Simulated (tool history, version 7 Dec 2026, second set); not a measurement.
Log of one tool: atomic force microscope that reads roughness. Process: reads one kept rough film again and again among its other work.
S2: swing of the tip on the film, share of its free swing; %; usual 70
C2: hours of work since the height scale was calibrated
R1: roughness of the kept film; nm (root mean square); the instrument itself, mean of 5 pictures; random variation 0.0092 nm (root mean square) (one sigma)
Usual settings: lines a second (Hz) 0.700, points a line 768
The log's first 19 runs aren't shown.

Run 20, day 5.525: usual settings; pictures with this tip 89; C2 318. Result: R1 1.750 nm (root mean square).
Run 21, day 5.700: usual settings; pictures with this tip 96; C2 321. Result: R1 1.717 nm (root mean square).
Run 22, day 6.050: usual settings but lines a second (Hz) 1.017, points a line 968; pictures with this tip 111; C2 328. Result: R1 1.678 nm (root mean square).
Run 23, day 6.304: usual settings but lines a second (Hz) 1.371, S2 86 %, points a line 968; pictures with this tip 122; C2 332. Result: R1 1.451 nm (root mean square).
Run 24, day 6.529: usual settings but lines a second (Hz) 1.087, S2 62 %, points a line 646; pictures with this tip 132; C2 337. Result: R1 1.653 nm (root mean square).
Run 25, day 6.917: usual settings but S2 74 %, points a line 879; pictures with this tip 148; C2 344. Result: R1 1.600 nm (root mean square).
Run 26, day 7.158: usual settings but lines a second (Hz) 1.439, S2 81 %, points a line 379; pictures with this tip 159; C2 348. Result: R1 1.423 nm (root mean square).
At day 7.392: new tip fitted.
Run 27, day 7.579: usual settings but lines a second (Hz) 3.929, S2 71 %, points a line 734; pictures with this tip 8; C2 356. Result: R1 1.693 nm (root mean square).
Run 28, day 7.750: usual settings but lines a second (Hz) 3.827, S2 73 %, points a line 550; pictures with this tip 15; C2 359. Result: R1 1.654 nm (root mean square).
Run 29, day 8.121: usual settings; pictures with this tip 31; C2 366. Result: R1 1.947 nm (root mean square).
Run 30, day 8.496: usual settings but lines a second (Hz) 0.527, points a line 296; pictures with this tip 47; C2 373. Result: R1 1.861 nm (root mean square).
Run 31, day 8.817: usual settings but lines a second (Hz) 1.526, points a line 359; pictures with this tip 61; C2 378. Result: R1 1.754 nm (root mean square).
Run 32, day 9.088: usual settings but lines a second (Hz) 2.796, S2 60 %, points a line 378; pictures with this tip 73; C2 383. Result: R1 1.707 nm (root mean square).
Run 33, day 9.362: usual settings but lines a second (Hz) 1.013, S2 60 %, points a line 582; pictures with this tip 85; C2 389. Result: R1 1.801 nm (root mean square).
Run 34, day 9.608: usual settings but lines a second (Hz) 1.943, S2 60 %, points a line 582; pictures with this tip 95; C2 393. Result: R1 1.710 nm (root mean square).
Run 35, day 9.950: usual settings but lines a second (Hz) 1.129, S2 90 %; pictures with this tip 110; C2 399. Result: R1 1.531 nm (root mean square).
Run 36, day 10.338: usual settings but lines a second (Hz) 1.129, S2 90 %, points a line 419; pictures with this tip 126; C2 406. Result: R1 1.468 nm (root mean square).
Run 37, day 10.558: usual settings but lines a second (Hz) 1.129, S2 90 %, points a line 419; pictures with this tip 136; C2 411. Result: R1 1.445 nm (root mean square).
Run 38, day 10.992: usual settings but lines a second (Hz) 1.306, S2 84 %, points a line 425; pictures with this tip 154; C2 419. Result: R1 1.426 nm (root mean square).
Run 39, day 11.196: usual settings but points a line 435; pictures with this tip 163; C2 422. Result: R1 1.588 nm (root mean square).
At day 11.333: new tip fitted.
Run 40, day 11.462: usual settings but S2 71 %; pictures with this tip 6; C2 427. Result: R1 2.009 nm (root mean square).
Run 41, day 11.700: usual settings but lines a second (Hz) 1.937, S2 83 %, points a line 971; pictures with this tip 16; C2 431. Result: R1 1.685 nm (root mean square).

Forecast each of these 5 alternatives for the next run:
Run A, day 11.921: usual settings but S2 89 %, points a line 398; pictures with this tip 25; C2 435. Result: R1 ?.
Run B, day 11.921: usual settings but lines a second (Hz) 1.319, S2 87 %, points a line 318; pictures with this tip 25; C2 435. Result: R1 ?.
Run C, day 11.921: usual settings but lines a second (Hz) 3.412, points a line 1022; pictures with this tip 25; C2 435. Result: R1 ?.
Run D, day 11.921: usual settings but lines a second (Hz) 1.937, S2 68 %, points a line 971; pictures with this tip 25; C2 435. Result: R1 ?.
Run E, day 11.921: usual settings but lines a second (Hz) 2.855, S2 78 %, points a line 686; pictures with this tip 25; C2 435. Result: R1 ?.

run     R1
  A  1.805
  B  1.685
  C  1.707
  D  1.842
  E  1.620
Without the tool's hidden state the same runs would have given:
run     R1
  A  1.916
  B  1.789
  C  1.812
  D  1.955
  E  1.720
